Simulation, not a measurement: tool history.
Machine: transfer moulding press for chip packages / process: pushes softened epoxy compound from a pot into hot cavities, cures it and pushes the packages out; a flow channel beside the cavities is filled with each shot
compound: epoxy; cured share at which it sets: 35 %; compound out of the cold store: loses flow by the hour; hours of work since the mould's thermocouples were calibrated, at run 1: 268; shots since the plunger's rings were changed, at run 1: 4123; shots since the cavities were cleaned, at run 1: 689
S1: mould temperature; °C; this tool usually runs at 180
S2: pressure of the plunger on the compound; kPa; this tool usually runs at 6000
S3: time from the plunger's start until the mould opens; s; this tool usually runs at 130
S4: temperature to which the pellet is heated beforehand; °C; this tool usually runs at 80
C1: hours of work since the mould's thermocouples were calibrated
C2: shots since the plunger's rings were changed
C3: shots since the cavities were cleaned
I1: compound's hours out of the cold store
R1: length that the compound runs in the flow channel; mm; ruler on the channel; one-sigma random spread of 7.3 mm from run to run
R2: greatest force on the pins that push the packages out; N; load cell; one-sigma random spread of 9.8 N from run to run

| run | hour | S1 | S2 | S3 | S4 | C1 | C2 | C3 | I1 | R1 | R2 |
|---|---|---|---|---|---|---|---|---|---|---|---|
| 1 | 0 | 180 | 6000 | 130 | 80 | 268 | 4123 | 689 | 11.4 | 885 | 471 |
|  | 38.3 | cavities cleaned with cleaning compound and waxed |
| 2 | 38.5 | 180 | 6000 | 130 | 80 | 286 | 4377 | 2 | 40.3 | 836 | 437 |
| 3 | 71.8 | 180 | 6000 | 130 | 80 | 301 | 4606 | 231 | 47.9 | 819 | 454 |
| 4 | 99.4 | 180 | 6000 | 130 | 80 | 314 | 4796 | 421 | 25.4 | 858 | 448 |
| 5 | 140.3 | 180 | 6000 | 130 | 80 | 334 | 5077 | 702 | 22.1 | 859 | 457 |
|  | 173.5 | cavities cleaned with cleaning compound and waxed |
| 6 | 180.7 | 180 | 6000 | 130 | 80 | 352 | 5344 | 50 | 16.2 | 880 | 458 |
| 7 | 201.5 | 180 | 6000 | 130 | 80 | 362 | 5487 | 193 | 17.8 | 873 | 447 |
| 8 | 250.5 | 180 | 6000 | 130 | 80 | 385 | 5823 | 529 | 14.1 | 875 | 468 |
| 9 | 278 | 180 | 6000 | 130 | 77 | 398 | 6012 | 718 | 47.7 | 808 | 456 |
| 10 | 303.1 | 180 | 6000 | 130 | 77 | 410 | 6185 | 891 | 23.7 | 857 | 462 |
|  | 309.2 | cavities cleaned with cleaning compound and waxed |
| 11 | 351.7 | 180 | 6310 | 130 | 80 | 432 | 6509 | 293 | 30.5 | 870 | 441 |
| 12 | 380.4 | 180 | 6310 | 130 | 80 | 446 | 6706 | 490 | 32.1 | 865 | 447 |
|  | 396 | plunger's sealing rings changed |
| 13 | 422.4 | 180 | 6000 | 130 | 80 | 465 | 181 | 761 | 31.1 | 833 | 478 |
|  | 444.5 | mould's thermocouples calibrated |
|  | 449.4 | cavities cleaned with cleaning compound and waxed |
| 14 | 455.8 | 180 | 6000 | 130 | 80 | 5 | 387 | 45 | 39.7 | 825 | 469 |
| 15 | 482.4 | 181 | 6000 | 125 | 80 | 17 | 569 | 227 | 18.2 | 887 | 468 |
| 16 | 529.7 | 179 | 6450 | 130 | 75 | 40 | 894 | 552 | 22.7 | 899 | 450 |
| 17 | 567.2 | 177 | 6000 | 130 | 80 | 57 | 1152 | 810 | 36.2 | 839 | 489 |
|  | 585.7 | cavities cleaned with cleaning compound and waxed |
| 18 | 611.2 | 176 | 6000 | 149 | 80 | 77 | 1444 | 175 | 33.1 | 843 | 437 |
| 19 | 638.9 | 176 | 6000 | 114 | 72 | 91 | 1634 | 365 | 46.5 | 819 | 630 |
| 20 | 659.5 | 176 | 6000 | 114 | 72 | 100 | 1776 | 507 | 32.2 | 846 | 673 |
| 21 | 701.5 | 183 | 6000 | 130 | 72 | 120 | 2064 | 795 | 18 | 868 | 440 |
|  | 722.5 | cavities cleaned with cleaning compound and waxed |
| 22 | 748.3 | 183 | 6000 | 130 | 72 | 142 | 2376 | 177 | 42.8 | 812 | 448 |
| 23 | 775.5 | 175 | 6000 | 142 | 80 | 155 | 2562 | 363 | 13.2 | 892 | 498 |
| 24 | 819.1 | 183 | 6000 | 130 | 80 | 175 | 2862 | 663 | 34.9 | 832 | 443 |
|  | 860.4 | cavities cleaned with cleaning compound and waxed |
| 25 | 868.5 | 183 | 6000 | 130 | 80 | 198 | 3191 | 55 | 33.2 | 845 | 418 |

Alternative continuations, all from the tool just after run 25; predict every row:
| A | 915.8 | 180 | 4710 | 136 | 79 | 220 | 3516 | 380 | 18.3 | ? | ? |
| B | 915.8 | 176 | 6000 | 113 | 80 | 220 | 3516 | 380 | 29.4 | ? | ? |
| C | 915.8 | 183 | 6000 | 130 | 87 | 220 | 3516 | 380 | 46.7 | ? | ? |

| run | R1 | R2 |
|---|---|---|
| A | 784 | 446 |
| B | 860 | 660 |
| C | 809 | 420 |
What these runs would have given with no unlogged condition in the tool:
| run | R1 | R2 |
|---|---|---|
| A | 785 | 442 |
| B | 861 | 654 |
| C | 810 | 416 |

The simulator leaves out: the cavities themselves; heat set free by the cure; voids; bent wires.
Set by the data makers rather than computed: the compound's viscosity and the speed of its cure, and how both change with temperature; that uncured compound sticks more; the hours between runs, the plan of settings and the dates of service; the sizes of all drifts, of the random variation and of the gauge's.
